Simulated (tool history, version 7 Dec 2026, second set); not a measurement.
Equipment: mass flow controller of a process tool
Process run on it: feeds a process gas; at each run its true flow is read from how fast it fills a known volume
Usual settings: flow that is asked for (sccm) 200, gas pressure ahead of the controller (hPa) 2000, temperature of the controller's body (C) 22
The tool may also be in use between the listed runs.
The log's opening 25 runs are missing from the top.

| run | hour | flow that is asked for (sccm) | gas pressure ahead of the controller (hPa) | temperature of the controller's body (C) | true flow (%) |
|---|---|---|---|---|---|
| 26 | 2239 | 339 | 1940 | 21 | 99.68 |
| 27 | 2362.3 | 200 | 2000 | 30 | 98.74 |
| 28 | 2474.5 | 212 | 1550 | 25 | 98.91 |
| 29 | 2582.9 | 212 | 1550 | 25 | 98.92 |
| 30 | 2660.5 | 53 | 2570 | 21 | 99.26 |
|  | 2723.4 | controller exchanged for a calibrated one |
| 31 | 2757 | 53 | 2570 | 21 | 99.22 |
| 32 | 2893.1 | 56 | 2570 | 24 | 98.99 |
| 33 | 2974.8 | 56 | 2570 | 24 | 98.98 |
| 34 | 3063.8 | 56 | 2570 | 24 | 98.89 |
| 35 | 3136.3 | 162 | 2150 | 22 | 99.16 |
| 36 | 3229.8 | 95 | 2000 | 25 | 98.76 |
| 37 | 3286.3 | 193 | 2010 | 23 | 99.24 |
| 38 | 3350.9 | 254 | 2040 | 22 | 99.58 |
| 39 | 3482.4 | 199 | 1570 | 23 | 98.99 |
| 40 | 3606.2 | 200 | 1420 | 22 | 99.29 |
| 41 | 3694.6 | 200 | 2710 | 22 | 99.62 |
| 42 | 3751.9 | 200 | 2320 | 32 | 98.73 |
| 43 | 3860.7 | 51 | 1890 | 22 | 98.87 |
| 44 | 3990.7 | 51 | 1890 | 22 | 98.82 |
| 45 | 4110.6 | 231 | 2340 | 33 | 98.77 |

Each row is a separate what-if for the run after 45, all from the same tool condition, not one after another. Results?
| A | 4186.3 | 70 | 2310 | 23 | ? |
| B | 4186.3 | 71 | 2000 | 30 | ? |
| C | 4186.3 | 200 | 2000 | 22 | ? |
| D | 4186.3 | 50 | 2340 | 33 | ? |
| E | 4186.3 | 200 | 1750 | 36 | ? |

| run | true flow (%) |
|---|---|
| A | 99.07 |
| B | 98.46 |
| C | 99.21 |
| D | 98.17 |
| E | 98.2 |
Without the tool's hidden state the same runs would have given:
| run | true flow (%) |
|---|---|
| A | 99.07 |
| B | 98.45 |
| C | 99.2 |
| D | 98.16 |
| E | 98.2 |
